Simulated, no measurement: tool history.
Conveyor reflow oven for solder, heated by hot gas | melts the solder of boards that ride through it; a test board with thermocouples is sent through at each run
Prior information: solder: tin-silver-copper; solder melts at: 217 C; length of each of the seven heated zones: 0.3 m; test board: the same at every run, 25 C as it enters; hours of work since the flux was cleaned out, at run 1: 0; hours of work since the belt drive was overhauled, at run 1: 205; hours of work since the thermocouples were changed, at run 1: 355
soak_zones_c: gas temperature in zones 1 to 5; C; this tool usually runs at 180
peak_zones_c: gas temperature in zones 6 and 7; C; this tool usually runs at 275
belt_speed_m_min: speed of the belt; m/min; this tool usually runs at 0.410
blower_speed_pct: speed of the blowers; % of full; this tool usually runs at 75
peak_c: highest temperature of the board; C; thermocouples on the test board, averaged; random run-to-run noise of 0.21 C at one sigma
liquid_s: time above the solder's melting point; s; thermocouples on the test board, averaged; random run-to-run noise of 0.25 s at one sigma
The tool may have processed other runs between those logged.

| run | hour | soak_zones_c | peak_zones_c | belt_speed_m_min | blower_speed_pct | hours of work since the flux was cleaned out | hours of work since the belt drive was overhauled | hours of work since the thermocouples were changed | peak_c | liquid_s |
|---|---|---|---|---|---|---|---|---|---|---|
| 1 | 0.0 | 180 | 275 | 0.410 | 75 | 0 | 205 | 355 | 263.8 | 76.9 |
| 2 | 16.6 | 180 | 275 | 0.410 | 75 | 9 | 214 | 364 | 263.9 | 76.6 |
| 3 | 46.4 | 180 | 275 | 0.410 | 59 | 25 | 230 | 380 | 261.4 | 74.9 |
| 4 | 83.1 | 180 | 275 | 0.410 | 75 | 45 | 250 | 400 | 263.7 | 76.7 |
| 5 | 110.9 | 180 | 275 | 0.410 | 75 | 60 | 265 | 415 | 263.5 | 76.8 |
| 6 | 140.7 | 180 | 275 | 0.410 | 75 | 76 | 281 | 431 | 263.7 | 76.8 |
| 7 | 179.0 | 180 | 275 | 0.410 | 75 | 97 | 302 | 452 | 263.4 | 76.6 |
| 8 | 196.3 | 180 | 275 | 0.408 | 75 | 106 | 311 | 461 | 263.5 | 77.0 |
|  | 202.6 | belt drive overhauled, speed set with a stopwatch |
| 9 | 226.3 | 180 | 275 | 0.408 | 75 | 120 | 13 | 475 | 263.4 | 77.2 |
| 10 | 262.1 | 180 | 275 | 0.410 | 75 | 139 | 32 | 494 | 263.1 | 77.1 |
| 11 | 289.1 | 179 | 275 | 0.410 | 75 | 154 | 47 | 509 | 263.0 | 76.5 |
|  | 330.4 | flux residue cleaned out of gas plates and filters |
| 12 | 331.9 | 174 | 275 | 0.437 | 75 | 1 | 67 | 529 | 261.4 | 68.4 |
| 13 | 347.9 | 190 | 275 | 0.478 | 75 | 9 | 76 | 538 | 261.7 | 68.6 |
|  | 383.9 | belt drive overhauled, speed set with a stopwatch, once more |
| 14 | 385.8 | 180 | 275 | 0.410 | 52 | 28 | 1 | 556 | 260.6 | 74.2 |
| 15 | 415.0 | 180 | 275 | 0.410 | 73 | 44 | 17 | 572 | 263.9 | 77.0 |
| 16 | 446.0 | 171 | 275 | 0.438 | 55 | 60 | 34 | 589 | 256.7 | 63.4 |
| 17 | 477.1 | 180 | 284 | 0.399 | 75 | 77 | 50 | 606 | 272.9 | 84.0 |
| 18 | 509.2 | 180 | 284 | 0.399 | 75 | 94 | 68 | 623 | 272.9 | 84.2 |
| 19 | 525.4 | 185 | 274 | 0.421 | 70 | 103 | 76 | 632 | 262.6 | 76.2 |
| 20 | 544.7 | 185 | 274 | 0.421 | 70 | 114 | 87 | 642 | 262.4 | 75.8 |
| 21 | 576.6 | 179 | 287 | 0.410 | 75 | 131 | 104 | 659 | 274.8 | 82.0 |

3 ways to go on from here, each from the tool as it stands after run 21. What would each give?
| A | 614.7 | 180 | 281 | 0.410 | 75 | 151 | 125 | 680 | ? | ? |
| B | 614.7 | 188 | 275 | 0.410 | 68 | 151 | 125 | 680 | ? | ? |
| C | 614.7 | 179 | 271 | 0.370 | 75 | 151 | 125 | 680 | ? | ? |

| run | peak_c | liquid_s |
|---|---|---|
| A | 269.3 | 79.9 |
| B | 264.3 | 80.5 |
| C | 262.6 | 85.2 |
With no hidden state in the tool, these same runs would have given:
| run | peak_c | liquid_s |
|---|---|---|
| A | 268.5 | 79.4 |
| B | 263.4 | 79.9 |
| C | 261.6 | 84.6 |
